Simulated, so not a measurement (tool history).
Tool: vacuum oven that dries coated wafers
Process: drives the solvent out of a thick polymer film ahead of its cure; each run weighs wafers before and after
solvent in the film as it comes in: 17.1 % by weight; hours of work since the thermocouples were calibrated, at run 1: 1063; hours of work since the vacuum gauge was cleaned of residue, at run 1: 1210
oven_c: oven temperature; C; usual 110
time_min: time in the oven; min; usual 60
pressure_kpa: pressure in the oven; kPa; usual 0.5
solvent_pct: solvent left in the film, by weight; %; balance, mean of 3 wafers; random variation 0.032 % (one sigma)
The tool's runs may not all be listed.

run,hour,oven_c,time_min,pressure_kpa,hours of work since the thermocouples were calibrated,hours of work since the vacuum gauge was cleaned of residue,solvent_pct
1,0,110,60,0.5,1063,1210,1.07
2,61.2,110,60,0.5,1093,1240,1.11
3,110.2,110,60,0.5,1117,1264,1
4,148.5,121,60,0.5,1136,1283,0.32
5,187.4,121,31,0.5,1155,1302,1.34
6,237.7,121,31,0.5,1180,1327,1.35
7,284.7,120,60,0.5,1203,1350,0.43
# hour 291.5: oven's thermocouples calibrated
8,338.8,120,60,0.5,23,1375,0.35
9,376.4,120,60,0.5,42,1394,0.4
# hour 409.2: oven's thermocouples calibrated, once more
10,415.6,120,60,0.5,3,1412,0.58
11,463.3,110,60,0.326,27,1436,1.3
12,499.2,110,60,0.325,44,1453,1.33
13,535.8,110,60,0.5,62,1471,1.38
14,584.8,110,60,0.5,86,1495,1.38
15,622.9,114,60,0.5,105,1514,0.93
16,665.2,114,60,0.5,126,1535,0.94
17,706.6,114,60,0.5,146,1555,0.91
18,733.2,110,71,0.5,159,1568,1.02
19,780.7,110,74,0.5,183,1591,0.97
20,807.3,110,43,0.5,196,1605,2.43
21,839.6,112,43,0.5,211,1620,2.02
22,884.1,112,43,0.5,233,1642,2.08
23,934.9,112,43,0.5,258,1667,2.11
24,972.9,118,57,1.341,277,1686,1.02
25,999.3,97,60,0.861,290,1699,4.04
26,1048.8,97,60,0.861,314,1723,4.08
27,1107.4,117,51,1.939,343,1752,1.37

Measured less the same run without the tool's hidden state. The same run-to-run variation is in both; the gauge's scatter may not be:
The hidden state here: true wafer temperature over the reading, C; true pressure over the reading, kPa; drift of the gauge itself on solvent_pct, %.
run,solvent_pct
1,-0.02
2,-0.02
3,-0.02
4,+0.09
5,-0.13
6,-0.13
7,+0.08
8,+0.05
9,+0.06
10,+0.2
11,+0.29
12,+0.29
13,+0.29
14,+0.29
15,+0.26
16,+0.25
17,+0.25
18,+0.29
19,+0.29
20,+0.29
21,+0.27
22,+0.27
23,+0.27
24,+0.24
25,+0.41
26,+0.41
27,+0.24
